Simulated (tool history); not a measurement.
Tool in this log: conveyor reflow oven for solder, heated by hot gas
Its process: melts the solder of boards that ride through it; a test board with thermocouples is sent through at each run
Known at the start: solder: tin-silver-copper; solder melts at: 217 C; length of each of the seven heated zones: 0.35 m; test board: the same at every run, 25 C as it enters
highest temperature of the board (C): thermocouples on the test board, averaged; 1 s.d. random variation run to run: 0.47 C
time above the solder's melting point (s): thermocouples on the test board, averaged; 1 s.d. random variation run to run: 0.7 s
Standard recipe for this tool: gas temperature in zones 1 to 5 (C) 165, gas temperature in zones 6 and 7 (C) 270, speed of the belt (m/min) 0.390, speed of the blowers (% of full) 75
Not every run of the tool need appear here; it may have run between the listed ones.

| run | hour | gas temperature in zones 1 to 5 (C) | gas temperature in zones 6 and 7 (C) | speed of the belt (m/min) | speed of the blowers (% of full) | highest temperature of the board (C) | time above the solder's melting point (s) |
|---|---|---|---|---|---|---|---|
| 1 | 0.0 | 165 | 270 | 0.390 | 75 | 250.5 | 75.5 |
| 2 | 67.5 | 165 | 270 | 0.390 | 75 | 251.2 | 74.4 |
|  | 125.9 | thermocouples of zones 6 and 7 changed |
| 3 | 131.7 | 165 | 270 | 0.390 | 75 | 250.9 | 75.0 |
|  | 152.8 | flux residue cleaned out of gas plates and filters |
| 4 | 201.8 | 165 | 270 | 0.390 | 75 | 255.1 | 79.7 |
| 5 | 281.3 | 165 | 270 | 0.390 | 75 | 253.8 | 79.0 |
| 6 | 315.7 | 165 | 258 | 0.390 | 75 | 243.4 | 67.8 |
| 7 | 355.3 | 165 | 258 | 0.390 | 75 | 243.5 | 67.5 |
| 8 | 397.6 | 165 | 258 | 0.390 | 75 | 242.9 | 67.0 |
| 9 | 474.9 | 165 | 258 | 0.390 | 75 | 243.5 | 66.6 |
|  | 485.5 | belt drive overhauled, speed set with a stopwatch |
| 10 | 532.4 | 165 | 270 | 0.390 | 75 | 252.7 | 76.9 |
| 11 | 579.7 | 165 | 270 | 0.353 | 75 | 255.1 | 90.0 |
|  | 636.2 | belt drive overhauled, speed set with a stopwatch, once more |
| 12 | 644.1 | 165 | 270 | 0.353 | 75 | 254.1 | 88.5 |
| 13 | 704.7 | 165 | 270 | 0.353 | 75 | 254.5 | 87.9 |
|  | 769.8 | flux residue cleaned out of gas plates and filters |
| 14 | 783.0 | 165 | 270 | 0.353 | 75 | 257.2 | 93.6 |
| 15 | 843.8 | 165 | 270 | 0.353 | 75 | 256.5 | 91.4 |
| 16 | 920.3 | 165 | 270 | 0.353 | 75 | 257.0 | 91.0 |
| 17 | 995.5 | 151 | 263 | 0.390 | 75 | 244.6 | 63.1 |
| 18 | 1062.2 | 165 | 262 | 0.407 | 75 | 243.4 | 64.8 |
|  | 1121.2 | thermocouples of zones 6 and 7 changed |
| 19 | 1138.2 | 152 | 280 | 0.345 | 81 | 265.5 | 96.5 |
| 20 | 1209.8 | 172 | 268 | 0.390 | 85 | 254.2 | 83.5 |
| 21 | 1254.5 | 172 | 268 | 0.390 | 85 | 253.8 | 82.0 |
| 22 | 1323.3 | 153 | 266 | 0.390 | 85 | 248.3 | 70.4 |
|  | 1383.4 | flux residue cleaned out of gas plates and filters |
| 23 | 1383.4 | 153 | 266 | 0.465 | 50 | 234.5 | 36.0 |
| 24 | 1460.9 | 165 | 277 | 0.364 | 89 | 266.3 | 98.0 |
| 25 | 1529.8 | 172 | 278 | 0.364 | 89 | 267.4 | 102.0 |
| 26 | 1582.0 | 178 | 270 | 0.314 | 75 | 261.8 | 116.5 |
| 27 | 1624.1 | 177 | 271 | 0.333 | 69 | 259.2 | 106.9 |
| 28 | 1665.0 | 162 | 270 | 0.390 | 68 | 251.4 | 75.5 |
| 29 | 1733.6 | 162 | 270 | 0.390 | 68 | 250.9 | 74.5 |
| 30 | 1810.1 | 162 | 268 | 0.390 | 68 | 248.1 | 72.1 |
| 31 | 1857.2 | 162 | 268 | 0.390 | 68 | 248.0 | 71.0 |

Alternative continuations, all from the tool just after run 31; predict every row:
| A | 1935.1 | 152 | 270 | 0.346 | 75 | ? | ? |
| B | 1935.1 | 165 | 285 | 0.390 | 75 | ? | ? |
| C | 1935.1 | 162 | 271 | 0.377 | 51 | ? | ? |

| run | highest temperature of the board (C) | time above the solder's melting point (s) |
|---|---|---|
| A | 254.0 | 84.3 |
| B | 265.0 | 89.1 |
| C | 246.5 | 69.0 |
With no hidden state in the tool, these same runs would have given:
| run | highest temperature of the board (C) | time above the solder's melting point (s) |
|---|---|---|
| A | 258.2 | 88.3 |
| B | 269.5 | 91.2 |
| C | 250.1 | 73.1 |
